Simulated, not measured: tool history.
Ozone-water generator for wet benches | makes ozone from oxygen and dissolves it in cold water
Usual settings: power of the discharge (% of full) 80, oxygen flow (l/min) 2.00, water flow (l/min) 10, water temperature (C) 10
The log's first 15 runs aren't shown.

run,day,power of the discharge (% of full),oxygen flow (l/min),water flow (l/min),water temperature (C),hours of work since the electrodes were changed,hours of work since the contactor was cleaned,hours of work since the thermometer was calibrated,dissolved ozone (ppm),ozone in the gas ahead of the water (g/m3)
16,40.017,80,2.00,10,7,2448,5868,4617,25.8,249.1
17,42.246,80,1.91,10,12,2486,5907,4656,23.8,250.3
18,45.075,69,1.91,10,10,2536,5956,4705,22.0,224.0
19,48.446,69,1.91,10,10,2594,6015,4763,22.0,224.5
20,51.146,69,1.91,6,10,2641,6061,4810,33.5,224.7
# day 52.358: water thermometer calibrated
21,53.562,92,1.07,14,7,2682,6103,21,15.5,337.5
22,56.846,92,1.07,14,7,2739,6160,78,15.2,337.8
23,59.542,82,1.07,14,7,2786,6207,124,14.3,313.2
24,61.600,82,1.07,14,12,2822,6242,160,13.9,311.2
25,64.588,80,2.00,10,16,2873,6294,212,23.1,245.4
26,66.254,80,2.00,10,16,2902,6323,241,23.3,245.6
27,69.554,80,2.00,10,16,2959,6380,298,23.0,244.5
28,71.458,62,2.00,10,16,2993,6413,331,19.2,204.1
29,73.542,62,2.00,9,10,3029,6449,367,22.5,203.9
30,75.238,62,2.00,9,10,3058,6479,397,22.1,203.1
31,78.154,50,2.44,9,17,3109,6529,447,18.7,162.5
32,81.596,50,2.44,9,17,3168,6589,507,18.3,163.2

Forecast each of these 5 alternatives for the next run:
A,83.762,88,2.44,11,10,3206,6627,544,?,?
B,83.762,50,2.44,9,17,3206,6627,544,?,?
C,83.762,76,2.00,8,10,3206,6627,544,?,?
D,83.762,50,2.44,9,6,3206,6627,544,?,?
E,83.762,46,2.11,10,10,3206,6627,544,?,?

run,dissolved ozone (ppm),ozone in the gas ahead of the water (g/m3)
A,25.6,242.9
B,18.2,162.1
C,28.6,236.8
D,21.3,164.5
E,16.6,162.2
Without the tool's hidden state the same runs would have given:
run,dissolved ozone (ppm),ozone in the gas ahead of the water (g/m3)
A,28.7,257.7
B,19.9,168.5
C,31.7,249.9
D,23.3,170.9
E,18.2,168.0
